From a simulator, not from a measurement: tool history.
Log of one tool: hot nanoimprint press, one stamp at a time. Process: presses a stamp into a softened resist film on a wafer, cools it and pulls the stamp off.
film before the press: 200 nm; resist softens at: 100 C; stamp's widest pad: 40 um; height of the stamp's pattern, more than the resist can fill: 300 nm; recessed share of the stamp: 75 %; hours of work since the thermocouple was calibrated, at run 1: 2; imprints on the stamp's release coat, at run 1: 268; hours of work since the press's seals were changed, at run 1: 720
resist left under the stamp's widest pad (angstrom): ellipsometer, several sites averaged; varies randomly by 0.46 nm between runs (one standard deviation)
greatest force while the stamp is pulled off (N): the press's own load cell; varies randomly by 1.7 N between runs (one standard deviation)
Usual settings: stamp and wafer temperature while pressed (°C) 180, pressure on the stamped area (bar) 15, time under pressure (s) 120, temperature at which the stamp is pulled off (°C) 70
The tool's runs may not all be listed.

run    hour  stamp and wafer temperature while pressed (°C)  pressure on the stamped area (bar)  time under pressure (s)  temperature at which the stamp is pulled off (°C)  hours of work since the thermocouple was calibrated  imprints on the stamp's release coat  hours of work since the press's seals were changed  resist left under the stamp's widest pad (angstrom)  greatest force while the stamp is pulled off (N)
  1       0                                             180                                  15                      120                                                 70                                                    2                                   268                                                 720                                                 1035                                               136
  2    38.1                                             180                                  15                      120                                                 70                                                   30                                   401                                                 748                                                 1028                                               137
       84.9  -- stamp cleaned and given a new release coat
  3   113.9                                             180                                  15                      120                                                 70                                                   81                                   101                                                 799                                                 1025                                               138
  4   157.4                                             180                                  15                       77                                                 70                                                  113                                   252                                                 831                                                 1205                                               135
  5   197.6                                             180                                  15                      120                                                 70                                                  143                                   393                                                 861                                                 1037                                               135
        244  -- stamp cleaned and given a new release coat
  6   257.2                                             175                                  15                      120                                                 70                                                  182                                    46                                                 900                                                 1291                                               138
  7   308.4                                             169                                  15                      120                                                 70                                                  220                                   224                                                 938                                                 1578                                               139
  8   358.9                                             180                                  15                      127                                                 70                                                  257                                   400                                                 975                                                 1013                                               139
      401.5  -- stamp cleaned and given a new release coat
  9   414.5                                             180                                14.8                      120                                                 70                                                  293                                    45                                                1012                                                 1039                                               137
 10   467.1                                             180                                14.8                      120                                                 70                                                  332                                   229                                                1050                                                 1037                                               137
 11     500                                             180                                14.8                      120                                                 70                                                  356                                   344                                                1074                                                 1041                                               136
      559.2  -- stamp cleaned and given a new release coat
 12   559.2                                             180                                14.8                      120                                                 70                                                  395                                     0                                                1114                                                 1049                                               135
 13   623.7                                             180                                14.8                      120                                                 70                                                  443                                   225                                                1161                                                 1036                                               136
      666.2  -- plate thermocouple calibrated
 14   689.2                                             180                                14.8                      120                                                 70                                                   17                                   443                                                1207                                                 1047                                               136
      721.4  -- stamp cleaned and given a new release coat
 15   764.6                                             180                                14.8                      120                                                 70                                                   68                                   150                                                1258                                                 1053                                               135
 16   797.8                                             179                                20.5                      140                                                 62                                                   92                                   266                                                1283                                                  908                                               169
 17   853.1                                             183                                20.2                      120                                                 70                                                  133                                   459                                                1323                                                  800                                               135
        878  -- stamp cleaned and given a new release coat
        886  -- press's hydraulic seals changed and the load cell set to zero
 18   933.5                                             183                                20.2                      120                                                 70                                                  182                                   166                                                  35                                                  792                                               140
 19   981.7                                             186                                 9.8                      230                                                 75                                                  217                                   334                                                  70                                                  712                                               118
 20  1031.7                                             186                                 9.8                      230                                                 75                                                  254                                   508                                                 107                                                  719                                               118
     1043.7  -- stamp cleaned and given a new release coat
 21  1081.2                                             186                                10.1                       61                                                 75                                                  286                                   131                                                 139                                                 1174                                               118
 22  1125.3                                             180                                18.1                       62                                                 55                                                  319                                   285                                                 172                                                 1222                                               196
     1199.9  -- stamp cleaned and given a new release coat
 23  1206.3                                             185                                18.1                       86                                                 55                                                  374                                    22                                                 227                                                  863                                               193
 24  1249.1                                             173                                21.9                      172                                                 70                                                  405                                   172                                                 258                                                 1106                                               138
 25  1314.6                                             173                                21.9                      172                                                 70                                                  454                                   400                                                 307                                                 1110                                               137
     1342.9  -- plate thermocouple calibrated
 26  1351.9                                             171                                21.7                      120                                                 70                                                    7                                   520                                                 332                                                 1377                                               138
     1362.3  -- stamp cleaned and given a new release coat
 27  1393.5                                             171                                21.7                      120                                                 70                                                   33                                   109                                                 358                                                 1371                                               135
 28    1472                                             184                                23.1                      155                                                 77                                                   91                                   383                                                 416                                                  642                                               110
     1522.6  -- stamp cleaned and given a new release coat
 29  1522.6                                             184                                23.1                      155                                                 77                                                  123                                     0                                                 449                                                  641                                               112

Each row is a separate what-if for the run after 29, all from the same tool condition, not one after another. Results?
  A  1591.2                                             180                                  15                       79                                                 78                                                  174                                   240                                                 499                                                    ?                                                 ?
  B  1591.2                                             175                                10.8                      124                                                 70                                                  174                                   240                                                 499                                                    ?                                                 ?
  C  1591.2                                             181                                23.1                      155                                                 74                                                  174                                   240                                                 499                                                    ?                                                 ?
  D  1591.2                                             180                                20.7                      120                                                 70                                                  174                                   240                                                 499                                                    ?                                                 ?

run  resist left under the stamp's widest pad (angstrom)  greatest force while the stamp is pulled off (N)
  A                                                 1210                                               106
  B                                                 1432                                               140
  C                                                  756                                               121
  D                                                  920                                               138
Take away the tool's hidden state, keep each run's random variation, and the runs would have read:
run  resist left under the stamp's widest pad (angstrom)  greatest force while the stamp is pulled off (N)
  A                                                 1190                                               106
  B                                                 1408                                               139
  C                                                  744                                               120
  D                                                  905                                               137
